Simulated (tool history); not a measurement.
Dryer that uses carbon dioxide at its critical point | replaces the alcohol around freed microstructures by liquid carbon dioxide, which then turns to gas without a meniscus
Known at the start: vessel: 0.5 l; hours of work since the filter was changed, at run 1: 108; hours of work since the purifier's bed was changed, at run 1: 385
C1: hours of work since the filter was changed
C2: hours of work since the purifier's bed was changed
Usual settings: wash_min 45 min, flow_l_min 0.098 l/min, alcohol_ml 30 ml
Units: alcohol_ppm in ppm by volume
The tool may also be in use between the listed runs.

{"run": 1, "hour": 0.0, "wash_min": 45, "flow_l_min": 0.098, "alcohol_ml": 30, "C1": 108, "C2": 385, "alcohol_ppm": 73}
{"run": 2, "hour": 30.9, "wash_min": 45, "flow_l_min": 0.098, "alcohol_ml": 30, "C1": 123, "C2": 400, "alcohol_ppm": 76}
{"run": 3, "hour": 63.1, "wash_min": 45, "flow_l_min": 0.098, "alcohol_ml": 30, "C1": 139, "C2": 415, "alcohol_ppm": 79}
{"run": 4, "hour": 83.0, "wash_min": 45, "flow_l_min": 0.098, "alcohol_ml": 31, "C1": 148, "C2": 425, "alcohol_ppm": 75}
{"run": 5, "hour": 105.2, "wash_min": 45, "flow_l_min": 0.098, "alcohol_ml": 21, "C1": 159, "C2": 436, "alcohol_ppm": 68}
{"run": 6, "hour": 129.8, "wash_min": 45, "flow_l_min": 0.098, "alcohol_ml": 21, "C1": 171, "C2": 447, "alcohol_ppm": 86}
{"run": 7, "hour": 161.2, "wash_min": 45, "flow_l_min": 0.098, "alcohol_ml": 30, "C1": 186, "C2": 463, "alcohol_ppm": 96}
{"run": 8, "hour": 184.8, "wash_min": 45, "flow_l_min": 0.098, "alcohol_ml": 30, "C1": 197, "C2": 474, "alcohol_ppm": 86}
{"run": 9, "hour": 215.4, "wash_min": 45, "flow_l_min": 0.098, "alcohol_ml": 34, "C1": 212, "C2": 489, "alcohol_ppm": 92}
{"run": 10, "hour": 248.5, "wash_min": 45, "flow_l_min": 0.098, "alcohol_ml": 34, "C1": 228, "C2": 505, "alcohol_ppm": 86}
{"run": 11, "hour": 263.9, "wash_min": 45, "flow_l_min": 0.098, "alcohol_ml": 34, "C1": 235, "C2": 512, "alcohol_ppm": 97}
{"run": 12, "hour": 280.1, "wash_min": 45, "flow_l_min": 0.098, "alcohol_ml": 34, "C1": 243, "C2": 520, "alcohol_ppm": 98}
{"run": 13, "hour": 298.5, "wash_min": 45, "flow_l_min": 0.098, "alcohol_ml": 39, "C1": 252, "C2": 529, "alcohol_ppm": 98}
{"run": 14, "hour": 318.4, "wash_min": 45, "flow_l_min": 0.098, "alcohol_ml": 30, "C1": 262, "C2": 538, "alcohol_ppm": 102}
{"run": 15, "hour": 356.7, "wash_min": 55, "flow_l_min": 0.098, "alcohol_ml": 30, "C1": 280, "C2": 557, "alcohol_ppm": 87}
{"run": 16, "hour": 386.5, "wash_min": 55, "flow_l_min": 0.098, "alcohol_ml": 30, "C1": 294, "C2": 571, "alcohol_ppm": 95}
{"run": 17, "hour": 422.7, "wash_min": 45, "flow_l_min": 0.098, "alcohol_ml": 30, "C1": 312, "C2": 588, "alcohol_ppm": 104}
{"run": 18, "hour": 441.0, "wash_min": 45, "flow_l_min": 0.098, "alcohol_ml": 30, "C1": 320, "C2": 597, "alcohol_ppm": 107}
{"run": 19, "hour": 466.8, "wash_min": 45, "flow_l_min": 0.098, "alcohol_ml": 30, "C1": 333, "C2": 610, "alcohol_ppm": 108}
{"run": 20, "hour": 494.0, "wash_min": 45, "flow_l_min": 0.098, "alcohol_ml": 30, "C1": 346, "C2": 623, "alcohol_ppm": 113}
{"run": 21, "hour": 529.9, "wash_min": 45, "flow_l_min": 0.098, "alcohol_ml": 30, "C1": 363, "C2": 640, "alcohol_ppm": 110}
{"run": 22, "hour": 567.0, "wash_min": 45, "flow_l_min": 0.0646, "alcohol_ml": 30, "C1": 381, "C2": 658, "alcohol_ppm": 469}
{"run": 23, "hour": 597.0, "wash_min": 45, "flow_l_min": 0.0646, "alcohol_ml": 30, "C1": 396, "C2": 672, "alcohol_ppm": 489}
{"hour": 610.0, "done": "inlet filter changed"}
{"run": 24, "hour": 613.4, "wash_min": 45, "flow_l_min": 0.0646, "alcohol_ml": 30, "C1": 2, "C2": 680, "alcohol_ppm": 367}
{"run": 25, "hour": 651.2, "wash_min": 45, "flow_l_min": 0.0646, "alcohol_ml": 30, "C1": 20, "C2": 698, "alcohol_ppm": 387}
{"run": 26, "hour": 674.4, "wash_min": 45, "flow_l_min": 0.0646, "alcohol_ml": 30, "C1": 31, "C2": 709, "alcohol_ppm": 391}
{"run": 27, "hour": 701.2, "wash_min": 45, "flow_l_min": 0.0646, "alcohol_ml": 30, "C1": 44, "C2": 722, "alcohol_ppm": 376}
{"run": 28, "hour": 730.3, "wash_min": 31, "flow_l_min": 0.0834, "alcohol_ml": 30, "C1": 58, "C2": 736, "alcohol_ppm": 561}
{"run": 29, "hour": 749.6, "wash_min": 45, "flow_l_min": 0.1477, "alcohol_ml": 30, "C1": 67, "C2": 745, "alcohol_ppm": 109}
{"run": 30, "hour": 782.6, "wash_min": 45, "flow_l_min": 0.1477, "alcohol_ml": 30, "C1": 83, "C2": 761, "alcohol_ppm": 113}
{"run": 31, "hour": 803.3, "wash_min": 45, "flow_l_min": 0.1477, "alcohol_ml": 30, "C1": 93, "C2": 771, "alcohol_ppm": 111}
{"run": 32, "hour": 825.3, "wash_min": 31, "flow_l_min": 0.121, "alcohol_ml": 68, "C1": 104, "C2": 782, "alcohol_ppm": 219}
{"run": 33, "hour": 850.9, "wash_min": 45, "flow_l_min": 0.1392, "alcohol_ml": 30, "C1": 116, "C2": 794, "alcohol_ppm": 111}
{"run": 34, "hour": 869.6, "wash_min": 31, "flow_l_min": 0.067, "alcohol_ml": 91, "C1": 125, "C2": 803, "alcohol_ppm": 4189}
{"run": 35, "hour": 903.7, "wash_min": 31, "flow_l_min": 0.067, "alcohol_ml": 91, "C1": 141, "C2": 819, "alcohol_ppm": 4182}
{"run": 36, "hour": 931.8, "wash_min": 45, "flow_l_min": 0.1005, "alcohol_ml": 33, "C1": 155, "C2": 833, "alcohol_ppm": 137}
{"run": 37, "hour": 965.3, "wash_min": 28, "flow_l_min": 0.1356, "alcohol_ml": 26, "C1": 171, "C2": 849, "alcohol_ppm": 161}
{"run": 38, "hour": 982.5, "wash_min": 50, "flow_l_min": 0.1356, "alcohol_ml": 26, "C1": 179, "C2": 857, "alcohol_ppm": 124}
{"run": 39, "hour": 999.7, "wash_min": 64, "flow_l_min": 0.098, "alcohol_ml": 30, "C1": 188, "C2": 866, "alcohol_ppm": 121}
{"run": 40, "hour": 1037.2, "wash_min": 47, "flow_l_min": 0.098, "alcohol_ml": 20, "C1": 206, "C2": 884, "alcohol_ppm": 138}
{"run": 41, "hour": 1054.3, "wash_min": 70, "flow_l_min": 0.0959, "alcohol_ml": 70, "C1": 214, "C2": 892, "alcohol_ppm": 138}
{"run": 42, "hour": 1090.8, "wash_min": 45, "flow_l_min": 0.0756, "alcohol_ml": 30, "C1": 231, "C2": 909, "alcohol_ppm": 255}
{"run": 43, "hour": 1119.5, "wash_min": 32, "flow_l_min": 0.1315, "alcohol_ml": 30, "C1": 245, "C2": 923, "alcohol_ppm": 148}
{"run": 44, "hour": 1140.6, "wash_min": 45, "flow_l_min": 0.098, "alcohol_ml": 50, "C1": 255, "C2": 933, "alcohol_ppm": 163}
{"run": 45, "hour": 1170.6, "wash_min": 45, "flow_l_min": 0.098, "alcohol_ml": 50, "C1": 270, "C2": 948, "alcohol_ppm": 161}
{"hour": 1195.4, "done": "purifier's bed changed"}
{"run": 46, "hour": 1207.4, "wash_min": 38, "flow_l_min": 0.12, "alcohol_ml": 30, "C1": 286, "C2": 6, "alcohol_ppm": 19}

Forecast each of these 3 alternatives for the next run:
{"run": "A", "hour": 1225.8, "wash_min": 31, "flow_l_min": 0.1151, "alcohol_ml": 83, "C1": 295, "C2": 15, "alcohol_ppm": "?"}
{"run": "B", "hour": 1225.8, "wash_min": 40, "flow_l_min": 0.0898, "alcohol_ml": 114, "C1": 295, "C2": 15, "alcohol_ppm": "?"}
{"run": "C", "hour": 1225.8, "wash_min": 29, "flow_l_min": 0.0948, "alcohol_ml": 64, "C1": 295, "C2": 15, "alcohol_ppm": "?"}

run=A alcohol_ppm=233
run=B alcohol_ppm=351
run=C alcohol_ppm=849
Without the tool's hidden state the same runs would have given:
run=A alcohol_ppm=153
run=B alcohol_ppm=231
run=C alcohol_ppm=615
